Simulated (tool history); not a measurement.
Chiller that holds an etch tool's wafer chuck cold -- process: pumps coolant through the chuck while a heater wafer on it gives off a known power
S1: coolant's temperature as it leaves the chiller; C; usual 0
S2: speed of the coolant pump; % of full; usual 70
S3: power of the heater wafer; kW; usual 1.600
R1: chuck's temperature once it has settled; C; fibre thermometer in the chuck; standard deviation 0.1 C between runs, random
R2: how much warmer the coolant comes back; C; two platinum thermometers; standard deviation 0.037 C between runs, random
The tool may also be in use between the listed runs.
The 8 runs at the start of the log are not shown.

{"run": 9, "hour": 900.8, "S1": 0, "S2": 70, "S3": 1.6, "R1": 16.6, "R2": 8.04}
{"run": 10, "hour": 986.4, "S1": 0, "S2": 70, "S3": 1.6, "R1": 16.5, "R2": 8.07}
{"run": 11, "hour": 1069.5, "S1": 0, "S2": 70, "S3": 1.6, "R1": 16.6, "R2": 8.04}
{"run": 12, "hour": 1208.7, "S1": 0, "S2": 70, "S3": 1.6, "R1": 16.7, "R2": 8.1}
{"run": 13, "hour": 1354.6, "S1": 0, "S2": 70, "S3": 1.6, "R1": 16.6, "R2": 8.11}
{"run": 14, "hour": 1503.6, "S1": 0, "S2": 70, "S3": 1.308, "R1": 14.0, "R2": 6.61}
{"run": 15, "hour": 1630.3, "S1": 0, "S2": 70, "S3": 1.308, "R1": 13.6, "R2": 6.59}
{"run": 16, "hour": 1697.2, "S1": 0, "S2": 70, "S3": 1.308, "R1": 14.0, "R2": 6.66}
{"hour": 1790.5, "done": "chiller's thermometer calibrated"}
{"run": 17, "hour": 1809.5, "S1": -4, "S2": 88, "S3": 0.976, "R1": 3.8, "R2": 3.9}
{"run": 18, "hour": 1927.0, "S1": -4, "S2": 88, "S3": 1.107, "R1": 5.0, "R2": 4.39}
{"run": 19, "hour": 2033.4, "S1": 1, "S2": 91, "S3": 1.33, "R1": 11.6, "R2": 5.09}
{"run": 20, "hour": 2149.5, "S1": 0, "S2": 70, "S3": 2.374, "R1": 24.3, "R2": 12.09}
{"run": 21, "hour": 2242.1, "S1": 2, "S2": 70, "S3": 1.133, "R1": 13.5, "R2": 5.81}
{"run": 22, "hour": 2366.4, "S1": 2, "S2": 70, "S3": 1.133, "R1": 13.6, "R2": 5.86}
{"run": 23, "hour": 2452.4, "S1": -1, "S2": 71, "S3": 1.657, "R1": 16.1, "R2": 8.42}
{"run": 24, "hour": 2528.6, "S1": -1, "S2": 71, "S3": 1.97, "R1": 19.2, "R2": 9.97}
{"run": 25, "hour": 2629.1, "S1": 7, "S2": 95, "S3": 1.6, "R1": 19.5, "R2": 5.92}
{"run": 26, "hour": 2731.0, "S1": 0, "S2": 71, "S3": 1.6, "R1": 16.4, "R2": 8.23}
{"run": 27, "hour": 2856.5, "S1": 9, "S2": 66, "S3": 1.535, "R1": 26.0, "R2": 8.52}
{"run": 28, "hour": 2941.4, "S1": -2, "S2": 77, "S3": 1.6, "R1": 13.4, "R2": 7.46}
{"run": 29, "hour": 3097.4, "S1": -2, "S2": 70, "S3": 1.6, "R1": 14.7, "R2": 8.35}
{"run": 30, "hour": 3201.2, "S1": 0, "S2": 70, "S3": 2.031, "R1": 21.5, "R2": 10.58}
{"run": 31, "hour": 3296.9, "S1": 0, "S2": 70, "S3": 2.031, "R1": 21.4, "R2": 10.66}

Below are 3 alternative next runs, each starting from the tool's condition after run 31. Predict each:
{"run": "A", "hour": 3438.0, "S1": 0, "S2": 63, "S3": 2.239, "R1": "?", "R2": "?"}
{"run": "B", "hour": 3438.0, "S1": 7, "S2": 70, "S3": 1.6, "R1": "?", "R2": "?"}
{"run": "C", "hour": 3438.0, "S1": -6, "S2": 70, "S3": 1.648, "R1": "?", "R2": "?"}

run=A R1=26.2 R2=13.09
run=B R1=23.9 R2=8.37
run=C R1=11.5 R2=8.58
The same runs, with their run-to-run variation unchanged, on a tool lacking any hidden condition would have given:
run=A R1=21.8 R2=11.57
run=B R1=21.0 R2=7.40
run=C R1=8.5 R2=7.59
